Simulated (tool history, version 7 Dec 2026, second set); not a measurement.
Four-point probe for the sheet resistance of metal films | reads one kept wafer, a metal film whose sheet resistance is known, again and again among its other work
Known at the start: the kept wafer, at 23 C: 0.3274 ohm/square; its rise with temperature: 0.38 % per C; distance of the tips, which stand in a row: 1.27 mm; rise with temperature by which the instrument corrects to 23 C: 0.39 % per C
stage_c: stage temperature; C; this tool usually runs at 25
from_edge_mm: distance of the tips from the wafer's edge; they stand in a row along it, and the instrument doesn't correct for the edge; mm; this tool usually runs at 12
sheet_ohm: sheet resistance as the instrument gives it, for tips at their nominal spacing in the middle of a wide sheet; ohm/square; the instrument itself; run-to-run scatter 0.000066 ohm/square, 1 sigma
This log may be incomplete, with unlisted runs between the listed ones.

| run | hour | stage_c | from_edge_mm | sheet_ohm |
|---|---|---|---|---|
| 1 | 0.0 | 25 | 12 | 0.329194 |
| 2 | 65.8 | 24 | 12 | 0.329179 |
| 3 | 130.2 | 24 | 12 | 0.329276 |
| 4 | 183.2 | 24 | 12 | 0.329186 |
| 5 | 255.4 | 24 | 12 | 0.329137 |
| 6 | 290.8 | 24 | 12 | 0.329216 |
| 7 | 326.4 | 24 | 12 | 0.329172 |
| 8 | 357.8 | 24 | 12 | 0.329268 |
| 9 | 421.6 | 25 | 47 | 0.327391 |
| 10 | 474.0 | 21 | 12 | 0.329360 |
| 11 | 526.7 | 21 | 12 | 0.329326 |
| 12 | 592.7 | 25 | 12 | 0.329251 |
| 13 | 636.0 | 25 | 12 | 0.329284 |
| 14 | 671.8 | 25 | 12 | 0.329303 |
| 15 | 706.3 | 25 | 12 | 0.329239 |
| 16 | 763.0 | 19 | 9 | 0.330848 |
| 17 | 799.6 | 27 | 28 | 0.327544 |
| 18 | 852.1 | 27 | 8 | 0.331610 |
| 19 | 911.2 | 25 | 23 | 0.327776 |
| 20 | 945.4 | 26 | 9 | 0.330748 |
| 21 | 1006.8 | 26 | 9 | 0.330748 |
| 22 | 1050.1 | 26 | 9 | 0.330716 |
| 23 | 1092.9 | 25 | 20 | 0.328069 |
| 24 | 1164.5 | 20 | 10 | 0.330319 |
| 25 | 1210.7 | 23 | 10 | 0.330142 |
| 26 | 1258.1 | 18 | 20 | 0.328265 |
| 27 | 1303.5 | 18 | 20 | 0.328227 |
| 28 | 1365.3 | 20 | 12 | 0.329503 |
|  | 1383.0 | stage's thermometer calibrated |
| 29 | 1431.9 | 26 | 44 | 0.327236 |

Alternative continuations, all from the tool just after run 29; predict every row:
| A | 1468.8 | 32 | 4 | ? |
| B | 1468.8 | 24 | 55 | ? |
| C | 1468.8 | 35 | 12 | ? |
| D | 1468.8 | 28 | 5 | ? |

| run | sheet_ohm |
|---|---|
| A | 0.343732 |
| B | 0.327399 |
| C | 0.328782 |
| D | 0.338189 |
With no hidden state in the tool, these same runs would have given:
| run | sheet_ohm |
|---|---|
| A | 0.343816 |
| B | 0.327479 |
| C | 0.328863 |
| D | 0.338272 |
